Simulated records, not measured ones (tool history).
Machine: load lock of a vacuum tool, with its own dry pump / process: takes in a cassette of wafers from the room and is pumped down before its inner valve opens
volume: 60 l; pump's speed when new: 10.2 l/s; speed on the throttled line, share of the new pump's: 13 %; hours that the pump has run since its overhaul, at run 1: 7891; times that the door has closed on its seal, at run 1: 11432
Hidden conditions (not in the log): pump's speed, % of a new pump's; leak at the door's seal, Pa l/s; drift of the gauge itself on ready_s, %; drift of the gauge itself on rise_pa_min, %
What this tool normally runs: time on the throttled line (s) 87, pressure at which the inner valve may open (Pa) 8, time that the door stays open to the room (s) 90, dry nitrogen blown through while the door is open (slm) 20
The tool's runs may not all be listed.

run	hour	time on the throttled line (s)	pressure at which the inner valve may open (Pa)	time that the door stays open to the room (s)	dry nitrogen blown through while the door is open (slm)	hours that the pump has run since its overhaul	times that the door has closed on its seal	incoming humidity of the room's air, %	time from the closed door until the inner valve may open (s)	rise of the pressure with all valves shut (Pa/min)
1	0	87	8	90	20	7891	11432	46.1	136.2	0.179
2	103	164	8	90	20	7994	11629	45.5	201.8	0.186
3	187.3	87	8	90	20	8078	11791	40.3	136.2	0.185
4	307.5	87	8	90	20	8198	12021	49.4	136.5	0.189
5	394.1	87	8	90	20	8285	12187	43	135.4	0.199
6	533.9	87	8	90	20	8424	12455	47.6	135.8	0.203
7	667.8	87	8	90	6	8558	12712	44.9	137.2	0.218
8	798	87	8	90	6	8689	12961	46.2	135.6	0.236
9	940.7	87	8	90	31	8831	13235	45.8	136.9	0.212
10	1031.9	87	8	90	20	8922	13410	46.7	136.3	0.222
11	1138.4	87	8	90	20	9029	13614	42.1	137.2	0.225
12	1234	87	8	90	20	9125	13797	48.6	136.4	0.235
13	1389.7	87	8	90	20	9280	14095	42.9	136.3	0.237
14	1507.3	87	8	90	20	9398	14321	41.3	137.4	0.246
15	1597.9	87	8	90	20	9488	14494	44.5	137.4	0.254
16	1687.2	87	8	90	20	9578	14666	43.7	137.2	0.257
17	1828.5	87	8	90	20	9719	14936	42.9	136.9	0.257
18	1974	87	8	90	20	9865	15215	46.6	136.5	0.266
19	2050.3	87	8	41	9	9941	15362	44.9	136	0.277
20	2156.1	87	15	90	38	10047	15564	43.3	133.5	0.27
21	2236.5	87	15	90	38	10127	15719	46.8	133.3	0.274
22	2385.3	106	15	32	19	10276	16004	45.2	149.5	0.284
23	2502.5	87	9	38	9	10393	16228	43.3	136.3	0.299
24	2626.7	87	11	42	6	10517	16466	43.6	135.1	0.297
25	2725.3	82	10	34	13	10616	16655	42.4	132.1	0.3
26	2829.4	82	10	34	13	10720	16855	45.3	131.8	0.306
27	2924.8	80	13	164	12	10815	17038	47.4	129.5	0.325
28	2997.5	80	13	52	14	10888	17177	45.4	127.9	0.317
29	3087.2	76	8	129	6	10978	17349	44	127.6	0.337
30	3242.5	76	8	129	6	11133	17647	48.3	128.8	0.356
31	3308.3	76	8	129	6	11199	17773	45	128.9	0.354
32	3453.9	161	8	129	21	11344	18052	45.6	200.9	0.339
33	3597	161	8	129	21	11488	18326	45.3	201.2	0.355
34	3693.7	78	8	230	7	11584	18512	48.2	131.3	0.385
35	3766.5	78	8	230	7	11657	18651	47.1	131	0.398
36	3908.3	54	8	90	5	11799	18923	44.2	109.7	0.39

Table of differences, measured result less the result of that run with no hidden state. Run-to-run variation is the same in both. Gauge scatter possibly is not:
run	time from the closed door until the inner valve may open (s)	rise of the pressure with all valves shut (Pa/min)
1	+4.5	+0.155
2	+3.5	+0.159
3	+4.7	+0.162
4	+4.8	+0.166
5	+4.7	+0.172
6	+4.9	+0.179
7	+5	+0.182
8	+5	+0.19
9	+5.1	+0.197
10	+5.1	+0.197
11	+5.2	+0.204
12	+5.3	+0.209
13	+5.4	+0.215
14	+5.5	+0.222
15	+5.5	+0.229
16	+5.6	+0.232
17	+5.7	+0.238
18	+5.7	+0.242
19	+5.7	+0.251
20	+5.3	+0.25
21	+5.2	+0.258
22	+5.1	+0.265
23	+5.8	+0.27
24	+5.8	+0.271
25	+6.1	+0.279
26	+6.2	+0.282
27	+5.9	+0.282
28	+5.9	+0.289
29	+6.4	+0.289
30	+6.6	+0.305
31	+6.7	+0.309
32	+5.2	+0.313
33	+5.2	+0.325
34	+6.9	+0.326
35	+6.9	+0.332
36	+7.4	+0.341
